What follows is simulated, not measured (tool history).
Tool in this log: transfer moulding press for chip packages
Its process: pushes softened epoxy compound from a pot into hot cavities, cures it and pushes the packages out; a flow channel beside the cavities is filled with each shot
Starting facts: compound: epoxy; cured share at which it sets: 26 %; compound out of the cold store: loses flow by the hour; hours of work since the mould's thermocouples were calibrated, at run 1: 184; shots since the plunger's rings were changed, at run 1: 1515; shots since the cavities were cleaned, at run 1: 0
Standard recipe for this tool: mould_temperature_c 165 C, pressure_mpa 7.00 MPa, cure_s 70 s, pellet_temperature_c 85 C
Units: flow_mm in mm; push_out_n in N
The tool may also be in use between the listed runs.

| run | day | mould_temperature_c | pressure_mpa | cure_s | pellet_temperature_c | hours of work since the mould's thermocouples were calibrated | shots since the plunger's rings were changed | shots since the cavities were cleaned | incoming compound's hours out of the cold store | flow_mm | push_out_n |
|---|---|---|---|---|---|---|---|---|---|---|---|
| 1 | 0.000 | 165 | 7.00 | 70 | 85 | 184 | 1515 | 0 | 29.2 | 861 | 334 |
| 2 | 0.325 | 165 | 7.00 | 70 | 85 | 187 | 1589 | 74 | 28.4 | 855 | 438 |
| 3 | 0.550 | 165 | 7.00 | 53 | 85 | 189 | 1639 | 124 | 42.0 | 804 | 905 |
| 4 | 0.975 | 165 | 7.00 | 53 | 85 | 193 | 1735 | 220 | 33.9 | 832 | 1059 |
| 5 | 1.396 | 165 | 7.00 | 70 | 79 | 198 | 1831 | 316 | 31.3 | 837 | 601 |
| 6 | 1.683 | 167 | 7.00 | 70 | 85 | 200 | 1895 | 380 | 33.1 | 827 | 546 |
| 7 | 2.217 | 167 | 7.00 | 70 | 85 | 206 | 2016 | 501 | 26.7 | 853 | 594 |
|  | 2.742 | cavities cleaned with cleaning compound and waxed |
| 8 | 2.779 | 167 | 7.00 | 70 | 91 | 211 | 2129 | 8 | 29.6 | 840 | 295 |
| 9 | 3.208 | 165 | 8.66 | 70 | 85 | 215 | 2226 | 105 | 24.1 | 965 | 444 |
| 10 | 3.721 | 165 | 7.00 | 77 | 85 | 220 | 2341 | 220 | 20.9 | 880 | 455 |
| 11 | 3.996 | 165 | 7.00 | 77 | 85 | 223 | 2403 | 282 | 16.6 | 900 | 495 |
|  | 4.650 | plunger's sealing rings changed |
| 12 | 4.650 | 165 | 7.00 | 70 | 93 | 228 | 0 | 407 | 46.0 | 800 | 600 |
| 13 | 4.888 | 165 | 7.00 | 70 | 93 | 231 | 53 | 460 | 34.8 | 842 | 628 |
| 14 | 5.158 | 165 | 7.00 | 70 | 93 | 233 | 115 | 522 | 30.1 | 859 | 648 |
|  | 5.612 | cavities cleaned with cleaning compound and waxed |
| 15 | 5.633 | 169 | 7.00 | 70 | 85 | 238 | 208 | 5 | 35.8 | 828 | 295 |
| 16 | 5.975 | 169 | 7.00 | 70 | 85 | 241 | 285 | 82 | 40.8 | 807 | 355 |
| 17 | 6.217 | 169 | 7.00 | 70 | 85 | 243 | 340 | 137 | 27.2 | 865 | 425 |
| 18 | 6.550 | 161 | 6.46 | 70 | 77 | 247 | 415 | 212 | 30.4 | 835 | 716 |
| 19 | 6.792 | 160 | 7.00 | 70 | 85 | 249 | 469 | 266 | 20.9 | 911 | 812 |
| 20 | 7.050 | 160 | 7.00 | 70 | 85 | 252 | 527 | 324 | 39.2 | 831 | 783 |
| 21 | 7.338 | 160 | 7.00 | 70 | 85 | 255 | 592 | 389 | 28.3 | 879 | 860 |
| 22 | 7.771 | 165 | 7.00 | 70 | 89 | 259 | 690 | 487 | 40.1 | 816 | 632 |
| 23 | 8.092 | 161 | 7.00 | 80 | 85 | 262 | 763 | 560 | 13.5 | 944 | 670 |
|  | 8.379 | cavities cleaned with cleaning compound and waxed |
| 24 | 8.646 | 164 | 7.00 | 64 | 85 | 267 | 873 | 60 | 30.9 | 855 | 519 |
| 25 | 8.938 | 173 | 6.25 | 88 | 82 | 270 | 940 | 127 | 42.4 | 749 | 355 |
| 26 | 9.467 | 158 | 6.05 | 52 | 89 | 275 | 1059 | 246 | 32.6 | 796 | 1644 |
| 27 | 9.733 | 165 | 7.00 | 89 | 85 | 278 | 1119 | 306 | 46.3 | 786 | 465 |

Run 28, settings as shown, results not yet in. Your forecast:
| 28 | 10.217 | 165 | 5.82 | 55 | 85 | 283 | 1229 | 416 | 23.8 | ? | ? |

flow_mm: 800 mm
push_out_n: 1154 N
Minus the tool's unlogged condition, the same run would have read flow_mm 815 mm, push_out_n 633 N.
